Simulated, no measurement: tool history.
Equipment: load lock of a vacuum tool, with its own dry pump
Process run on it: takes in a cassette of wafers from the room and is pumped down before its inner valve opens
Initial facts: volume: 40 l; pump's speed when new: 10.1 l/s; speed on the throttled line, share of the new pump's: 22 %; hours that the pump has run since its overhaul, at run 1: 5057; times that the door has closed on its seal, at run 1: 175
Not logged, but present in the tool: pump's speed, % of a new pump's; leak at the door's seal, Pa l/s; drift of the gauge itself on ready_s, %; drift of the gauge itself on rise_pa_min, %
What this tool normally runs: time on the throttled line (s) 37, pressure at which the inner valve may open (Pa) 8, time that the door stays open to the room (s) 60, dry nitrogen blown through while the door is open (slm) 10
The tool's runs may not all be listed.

run	hour	time on the throttled line (s)	pressure at which the inner valve may open (Pa)	time that the door stays open to the room (s)	dry nitrogen blown through while the door is open (slm)	hours that the pump has run since its overhaul	times that the door has closed on its seal	incoming humidity of the room's air, %	time from the closed door until the inner valve may open (s)	rise of the pressure with all valves shut (Pa/min)
1	0	37	8	60	10	5057	175	46	69.8	0.061
2	279.3	37	8	60	10	5336	967	46.5	69.5	0.062
3	660.5	37	8	60	10	5718	2047	46.7	68.7	0.067
4	849.9	37	8	60	10	5907	2583	48	69.3	0.069
5	1319.1	37	8	54	10	6376	3912	45.9	70.3	0.07
6	1553.1	37	16	60	10	6610	4575	42.9	66.8	0.074
7	1844.1	37	8	60	10	6901	5400	43.3	70.3	0.072
8	2088.9	37	8	60	10	7146	6093	44.2	70.1	0.076

Predict the results of run 9:
9	2310.8	57	8	216	12	7368	6722	46.4	?	?

Run 9 produced time from the closed door until the inner valve may open (s) 85.7, rise of the pressure with all valves shut (Pa/min) 0.104.
Were there no unlogged condition in the tool, this run, its random variation unchanged, would have produced time from the closed door until the inner valve may open (s) 82.7, rise of the pressure with all valves shut (Pa/min) 0.082.

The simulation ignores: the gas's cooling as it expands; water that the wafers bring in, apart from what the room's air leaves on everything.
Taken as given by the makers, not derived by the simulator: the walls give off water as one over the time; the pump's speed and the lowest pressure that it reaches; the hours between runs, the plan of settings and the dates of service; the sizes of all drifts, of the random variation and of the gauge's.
